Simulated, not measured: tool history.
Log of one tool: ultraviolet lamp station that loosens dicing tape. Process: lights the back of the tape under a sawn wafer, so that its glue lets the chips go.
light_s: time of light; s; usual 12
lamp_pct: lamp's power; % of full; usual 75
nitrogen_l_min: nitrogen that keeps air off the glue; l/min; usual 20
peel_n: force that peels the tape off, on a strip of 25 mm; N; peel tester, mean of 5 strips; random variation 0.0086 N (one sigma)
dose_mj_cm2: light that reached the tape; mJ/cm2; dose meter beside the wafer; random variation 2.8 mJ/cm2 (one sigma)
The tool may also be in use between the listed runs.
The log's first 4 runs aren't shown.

{"run": 5, "hour": 317.5, "light_s": 12, "lamp_pct": 75, "nitrogen_l_min": 16, "peel_n": 0.727, "dose_mj_cm2": 278}
{"run": 6, "hour": 397.0, "light_s": 12, "lamp_pct": 75, "nitrogen_l_min": 8, "peel_n": 1.184, "dose_mj_cm2": 274}
{"run": 7, "hour": 441.7, "light_s": 12, "lamp_pct": 75, "nitrogen_l_min": 8, "peel_n": 1.239, "dose_mj_cm2": 272}
{"hour": 451.7, "done": "lamp changed"}
{"run": 8, "hour": 524.7, "light_s": 12, "lamp_pct": 75, "nitrogen_l_min": 8, "peel_n": 0.723, "dose_mj_cm2": 365}
{"run": 9, "hour": 569.5, "light_s": 12, "lamp_pct": 75, "nitrogen_l_min": 8, "peel_n": 0.741, "dose_mj_cm2": 359}
{"run": 10, "hour": 633.4, "light_s": 6, "lamp_pct": 75, "nitrogen_l_min": 20, "peel_n": 1.584, "dose_mj_cm2": 176}
{"run": 11, "hour": 718.5, "light_s": 12, "lamp_pct": 75, "nitrogen_l_min": 20, "peel_n": 0.401, "dose_mj_cm2": 341}
{"run": 12, "hour": 808.3, "light_s": 12, "lamp_pct": 75, "nitrogen_l_min": 20, "peel_n": 0.444, "dose_mj_cm2": 336}
{"run": 13, "hour": 887.0, "light_s": 12, "lamp_pct": 75, "nitrogen_l_min": 20, "peel_n": 0.443, "dose_mj_cm2": 331}
{"run": 14, "hour": 934.8, "light_s": 12, "lamp_pct": 75, "nitrogen_l_min": 20, "peel_n": 0.463, "dose_mj_cm2": 326}
{"run": 15, "hour": 990.8, "light_s": 8, "lamp_pct": 75, "nitrogen_l_min": 20, "peel_n": 1.044, "dose_mj_cm2": 210}
{"run": 16, "hour": 1040.9, "light_s": 22, "lamp_pct": 75, "nitrogen_l_min": 20, "peel_n": 0.249, "dose_mj_cm2": 586}
{"run": 17, "hour": 1107.8, "light_s": 12, "lamp_pct": 63, "nitrogen_l_min": 20, "peel_n": 0.697, "dose_mj_cm2": 263}
{"run": 18, "hour": 1167.6, "light_s": 8, "lamp_pct": 75, "nitrogen_l_min": 20, "peel_n": 1.16, "dose_mj_cm2": 207}
{"hour": 1223.8, "done": "window cleaned of glue's vapour"}
{"run": 19, "hour": 1235.1, "light_s": 8, "lamp_pct": 75, "nitrogen_l_min": 20, "peel_n": 1.035, "dose_mj_cm2": 214}
{"run": 20, "hour": 1329.8, "light_s": 12, "lamp_pct": 75, "nitrogen_l_min": 20, "peel_n": 0.495, "dose_mj_cm2": 314}
{"run": 21, "hour": 1379.0, "light_s": 12, "lamp_pct": 75, "nitrogen_l_min": 20, "peel_n": 0.51, "dose_mj_cm2": 308}
{"run": 22, "hour": 1438.0, "light_s": 7, "lamp_pct": 82, "nitrogen_l_min": 20, "peel_n": 1.276, "dose_mj_cm2": 195}
{"run": 23, "hour": 1535.8, "light_s": 7, "lamp_pct": 82, "nitrogen_l_min": 20, "peel_n": 1.349, "dose_mj_cm2": 192}

The next listed run, before its measurement:
{"run": 24, "hour": 1590.2, "light_s": 7, "lamp_pct": 82, "nitrogen_l_min": 20, "peel_n": "?", "dose_mj_cm2": "?"}

peel_n: 1.383 N
dose_mj_cm2: 190 mJ/cm2
Without the tool's hidden state the same run would have given peel_n 0.806 N, dose_mj_cm2 248 mJ/cm2.
